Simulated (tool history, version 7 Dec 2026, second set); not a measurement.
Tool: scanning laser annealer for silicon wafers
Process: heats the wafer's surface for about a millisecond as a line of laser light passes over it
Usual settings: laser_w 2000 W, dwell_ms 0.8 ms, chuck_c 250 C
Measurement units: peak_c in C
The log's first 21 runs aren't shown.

{"run": 22, "hour": 1289.3, "laser_w": 2000, "dwell_ms": 0.8, "chuck_c": 250, "peak_c": 1081}
{"run": 23, "hour": 1365.3, "laser_w": 2004, "dwell_ms": 0.911, "chuck_c": 274, "peak_c": 1166}
{"run": 24, "hour": 1426.6, "laser_w": 2004, "dwell_ms": 0.804, "chuck_c": 274, "peak_c": 1104}
{"run": 25, "hour": 1488.6, "laser_w": 2000, "dwell_ms": 0.792, "chuck_c": 257, "peak_c": 1082}
{"run": 26, "hour": 1556.3, "laser_w": 1820, "dwell_ms": 0.784, "chuck_c": 277, "peak_c": 999}
{"run": 27, "hour": 1614.7, "laser_w": 1820, "dwell_ms": 0.784, "chuck_c": 277, "peak_c": 998}
{"run": 28, "hour": 1651.1, "laser_w": 1820, "dwell_ms": 0.784, "chuck_c": 277, "peak_c": 1000}
{"hour": 1672.7, "done": "window over the wafer cleaned"}
{"run": 29, "hour": 1686.9, "laser_w": 1802, "dwell_ms": 0.769, "chuck_c": 250, "peak_c": 975}
{"run": 30, "hour": 1734.3, "laser_w": 2113, "dwell_ms": 0.8, "chuck_c": 250, "peak_c": 1157}
{"run": 31, "hour": 1809.0, "laser_w": 2113, "dwell_ms": 0.8, "chuck_c": 250, "peak_c": 1151}
{"run": 32, "hour": 1868.9, "laser_w": 2129, "dwell_ms": 0.8, "chuck_c": 270, "peak_c": 1183}
{"run": 33, "hour": 1903.1, "laser_w": 1778, "dwell_ms": 0.577, "chuck_c": 241, "peak_c": 847}
{"run": 34, "hour": 1973.7, "laser_w": 2179, "dwell_ms": 0.807, "chuck_c": 219, "peak_c": 1162}
{"run": 35, "hour": 2034.4, "laser_w": 2179, "dwell_ms": 0.807, "chuck_c": 219, "peak_c": 1159}
{"run": 36, "hour": 2080.9, "laser_w": 1946, "dwell_ms": 0.608, "chuck_c": 243, "peak_c": 938}
{"run": 37, "hour": 2136.1, "laser_w": 1946, "dwell_ms": 0.608, "chuck_c": 243, "peak_c": 939}
{"run": 38, "hour": 2180.2, "laser_w": 1946, "dwell_ms": 0.608, "chuck_c": 243, "peak_c": 939}
{"run": 39, "hour": 2224.6, "laser_w": 1946, "dwell_ms": 0.608, "chuck_c": 243, "peak_c": 939}
{"run": 40, "hour": 2286.9, "laser_w": 1946, "dwell_ms": 0.608, "chuck_c": 243, "peak_c": 935}
{"run": 41, "hour": 2348.6, "laser_w": 1771, "dwell_ms": 0.8, "chuck_c": 250, "peak_c": 962}

Alternative continuations, all from the tool just after run 41; predict every row:
{"run": "A", "hour": 2397.7, "laser_w": 2193, "dwell_ms": 0.898, "chuck_c": 242, "peak_c": "?"}
{"run": "B", "hour": 2397.7, "laser_w": 2088, "dwell_ms": 0.8, "chuck_c": 228, "peak_c": "?"}
{"run": "C", "hour": 2397.7, "laser_w": 1927, "dwell_ms": 0.561, "chuck_c": 222, "peak_c": "?"}

run=A peak_c=1235
run=B peak_c=1105
run=C peak_c=876
With no hidden state in the tool, these same runs would have given:
run=A peak_c=1232
run=B peak_c=1103
run=C peak_c=874

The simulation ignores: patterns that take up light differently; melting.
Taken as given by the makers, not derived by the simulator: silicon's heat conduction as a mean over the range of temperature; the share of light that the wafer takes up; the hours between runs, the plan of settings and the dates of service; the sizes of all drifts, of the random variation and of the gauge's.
